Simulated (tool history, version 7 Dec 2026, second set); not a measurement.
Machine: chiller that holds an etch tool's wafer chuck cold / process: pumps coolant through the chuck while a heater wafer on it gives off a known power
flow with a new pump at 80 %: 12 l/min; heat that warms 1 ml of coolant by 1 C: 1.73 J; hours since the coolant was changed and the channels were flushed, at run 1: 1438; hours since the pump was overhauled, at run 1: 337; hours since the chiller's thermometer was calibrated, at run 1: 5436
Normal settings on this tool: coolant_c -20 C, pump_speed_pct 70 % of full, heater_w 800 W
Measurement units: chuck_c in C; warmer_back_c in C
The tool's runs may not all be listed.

run,hour,coolant_c,pump_speed_pct,heater_w,hours since the coolant was changed and the channels were flushed,hours since the pump was overhauled,hours since the chiller's thermometer was calibrated,chuck_c,warmer_back_c
1,0.0,-20,70,800,1438,337,5436,-12.42,2.68
2,45.4,-20,70,800,1483,383,5481,-12.41,2.72
3,89.4,-20,70,800,1527,427,5525,-12.35,2.66
4,124.0,-20,70,800,1562,461,5560,-12.42,2.70
5,163.4,-20,70,800,1601,501,5599,-12.37,2.69
6,212.9,-20,70,1069,1650,550,5648,-9.87,3.60
7,263.7,-20,70,1069,1701,601,5699,-9.88,3.69
8,312.5,-20,70,1069,1750,650,5748,-9.81,3.67
9,346.9,-20,70,1069,1784,684,5782,-9.82,3.66
# hour 363.9: chiller's thermometer calibrated
10,380.3,-20,70,1069,1817,717,16,-9.91,3.64
11,426.5,-20,70,1069,1863,763,63,-9.70,3.66
12,465.9,-20,70,1069,1902,802,102,-9.76,3.69
13,515.3,-20,70,1069,1952,852,151,-9.71,3.68
14,550.6,-20,70,1069,1987,887,187,-9.53,3.72
15,591.0,-20,70,754,2028,927,227,-12.73,2.64
16,615.1,-20,70,754,2052,951,251,-12.73,2.65
17,639.3,-24,70,754,2076,976,275,-16.80,2.67
18,665.8,-24,70,754,2102,1002,302,-16.71,2.68
19,717.1,-20,99,460,2154,1053,353,-16.80,1.20
20,747.4,-22,99,992,2184,1084,383,-15.27,2.45
21,774.7,-19,62,1000,2211,1111,411,-8.32,3.98
22,809.9,-19,62,1000,2246,1146,446,-8.30,3.97
23,855.7,-19,86,1196,2292,1192,492,-9.65,3.35
24,889.0,-26,66,896,2326,1225,525,-16.99,3.40
25,939.0,-23,70,800,2376,1275,575,-15.38,2.92
26,989.6,-13,75,792,2426,1326,626,-5.77,2.65
27,1011.9,-17,62,474,2448,1348,648,-11.85,2.08
28,1042.6,-17,62,474,2479,1379,679,-11.95,2.04
# hour 1084.4: gauge calibrated
29,1091.7,-17,62,474,2528,1428,728,-11.87,1.81
30,1140.7,-20,65,874,2577,1477,777,-11.07,3.18
31,1186.2,-29,81,1102,2623,1522,822,-19.73,3.19
32,1214.1,-29,81,1102,2651,1550,850,-19.77,3.20

Here are 3 independent what-if runs from the current tool condition. What would each one return?
A,1254.4,-29,94,1102,2691,1591,891,?,?
B,1254.4,-20,79,800,2691,1591,891,?,?
C,1254.4,-30,75,550,2691,1591,891,?,?

run,chuck_c,warmer_back_c
A,-21.05,2.76
B,-13.23,2.38
C,-25.00,1.72
The same runs, with their run-to-run variation unchanged, on a tool lacking any hidden condition would have given:
run,chuck_c,warmer_back_c
A,-21.06,2.72
B,-13.24,2.34
C,-25.00,1.69

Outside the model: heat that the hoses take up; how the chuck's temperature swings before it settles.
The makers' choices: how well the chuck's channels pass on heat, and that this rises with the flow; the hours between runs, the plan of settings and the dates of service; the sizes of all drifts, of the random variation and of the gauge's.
